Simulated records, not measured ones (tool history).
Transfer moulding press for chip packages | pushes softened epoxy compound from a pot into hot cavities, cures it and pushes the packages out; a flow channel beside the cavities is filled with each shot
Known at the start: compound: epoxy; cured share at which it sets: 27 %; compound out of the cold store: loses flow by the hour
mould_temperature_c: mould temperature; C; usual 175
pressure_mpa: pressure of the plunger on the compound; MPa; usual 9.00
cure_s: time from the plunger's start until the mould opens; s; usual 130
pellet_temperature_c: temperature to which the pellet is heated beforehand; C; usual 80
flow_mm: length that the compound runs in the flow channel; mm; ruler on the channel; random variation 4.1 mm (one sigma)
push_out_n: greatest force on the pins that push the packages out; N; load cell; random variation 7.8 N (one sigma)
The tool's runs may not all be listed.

run	day	mould_temperature_c	pressure_mpa	cure_s	pellet_temperature_c	incoming compound's hours out of the cold store	flow_mm	push_out_n
1	0.000	175	9.00	130	80	20.4	595	460
2	0.600	175	9.00	130	80	19.5	607	489
3	1.550	175	9.00	141	80	28.1	572	466
# day 2.629: cavities cleaned with cleaning compound and waxed
4	2.629	175	9.00	141	80	41.2	534	325
5	3.525	175	9.00	141	80	23.1	585	374
6	4.275	175	9.00	141	80	8.2	617	418
7	4.888	175	9.00	130	80	43.8	522	464
8	5.546	175	9.00	130	80	37.3	540	486
9	6.175	175	9.00	130	80	10.6	605	518
# day 7.188: cavities cleaned with cleaning compound and waxed
10	7.246	175	9.00	130	80	10.2	608	351
11	7.842	175	9.00	130	80	35.4	527	382
12	8.429	175	9.00	130	80	32.7	547	433
13	9.362	175	9.00	130	80	26.0	556	460
14	10.092	175	9.00	130	80	35.9	538	492
# day 10.888: plunger's sealing rings changed
15	11.258	175	9.00	130	71	23.0	609	505
# day 11.871: cavities cleaned with cleaning compound and waxed
16	11.912	175	9.00	130	71	14.3	625	365
17	12.583	176	9.79	145	75	29.1	607	366
18	13.275	176	9.79	145	75	18.1	641	402
19	14.138	176	9.79	129	73	34.8	591	463
20	15.071	176	7.06	129	74	34.1	503	484
21	15.608	171	9.56	110	85	40.6	583	872
22	16.050	171	10.08	159	85	17.0	664	527
# day 16.467: cavities cleaned with cleaning compound and waxed
23	16.617	171	10.08	159	85	15.4	679	341
24	17.517	175	9.38	113	80	15.6	630	517
25	17.971	175	9.70	114	80	28.4	602	533
26	18.900	182	10.33	114	78	20.2	627	451

The next listed run, before its measurement:
27	19.654	173	9.00	140	85	8.6	?	?

flow_mm: 644 mm
push_out_n: 518 N
Without the tool's hidden state the same run would have given flow_mm 662 mm, push_out_n 347 N.

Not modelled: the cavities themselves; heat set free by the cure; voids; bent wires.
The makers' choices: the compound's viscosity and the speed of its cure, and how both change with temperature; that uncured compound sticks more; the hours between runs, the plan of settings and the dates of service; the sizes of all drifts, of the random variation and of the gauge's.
